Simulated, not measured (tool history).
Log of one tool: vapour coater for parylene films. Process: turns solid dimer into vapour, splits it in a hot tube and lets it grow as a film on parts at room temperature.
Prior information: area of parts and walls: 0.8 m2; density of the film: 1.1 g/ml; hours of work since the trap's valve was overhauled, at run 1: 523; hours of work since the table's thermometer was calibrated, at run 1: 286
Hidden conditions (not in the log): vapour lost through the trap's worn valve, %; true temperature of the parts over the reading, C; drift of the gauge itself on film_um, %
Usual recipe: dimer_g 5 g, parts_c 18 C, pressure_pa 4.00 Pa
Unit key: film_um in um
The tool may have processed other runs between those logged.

run,hour,dimer_g,parts_c,pressure_pa,hours of work since the trap's valve was overhauled,hours of work since the table's thermometer was calibrated,film_um
1,0.0,5,18,4.00,523,286,3.24
2,14.8,5,18,4.00,530,293,3.24
3,35.9,5,18,3.04,539,302,3.36
4,51.3,5,18,3.04,546,309,3.35
5,80.1,5,18,3.04,558,321,3.30
# hour 92.8: trap's valve overhauled
6,99.0,5,28,3.04,3,328,2.06
7,122.8,5,15,4.00,13,338,3.34
8,139.6,5,15,4.00,21,346,3.36
# hour 171.6: trap's valve overhauled, once more
9,176.4,5,18,3.19,2,360,3.77
10,193.9,5,18,3.19,10,368,3.79
11,217.3,5,13,3.19,20,378,4.66
12,245.4,5,18,4.00,32,391,3.64
13,264.6,5,18,4.00,41,399,3.66
14,291.4,5,18,4.00,53,411,3.56
15,309.0,5,18,4.00,60,419,3.53
16,327.0,5,18,4.00,68,426,3.59
17,359.4,5,18,8.66,83,441,3.16
18,386.0,5,18,8.66,94,452,3.17
19,414.7,5,18,8.66,107,465,3.16
20,443.0,5,18,8.66,119,477,3.17
21,460.8,5,18,8.66,127,485,3.08
22,480.7,5,29,7.26,136,494,2.05
23,499.5,9,18,4.00,144,502,6.34
24,517.9,5,18,2.03,152,510,3.89
25,535.6,5,18,2.03,160,518,3.85
26,556.9,5,18,2.03,170,528,3.89
27,589.8,2,18,2.82,184,542,1.46
28,616.5,3,17,5.30,196,554,2.07
29,632.2,4,18,3.18,203,561,2.83
30,660.5,4,18,3.18,215,573,2.87
31,687.0,4,18,3.18,227,585,2.83
32,710.9,9,12,2.12,237,595,8.58
33,740.6,6,23,8.54,250,608,3.07

Here are 5 independent what-if runs from the current tool condition. What would each one return?
A,756.4,6,17,2.42,257,615,?
B,756.4,8,19,6.29,257,615,?
C,756.4,3,18,5.92,257,615,?
D,756.4,6,23,8.54,257,615,?
E,756.4,9,23,8.54,257,615,?

run,film_um
A,4.58
B,4.90
C,1.98
D,2.98
E,4.42
With no hidden state in the tool, these same runs would have given:
run,film_um
A,4.97
B,5.32
C,2.14
D,3.23
E,4.80
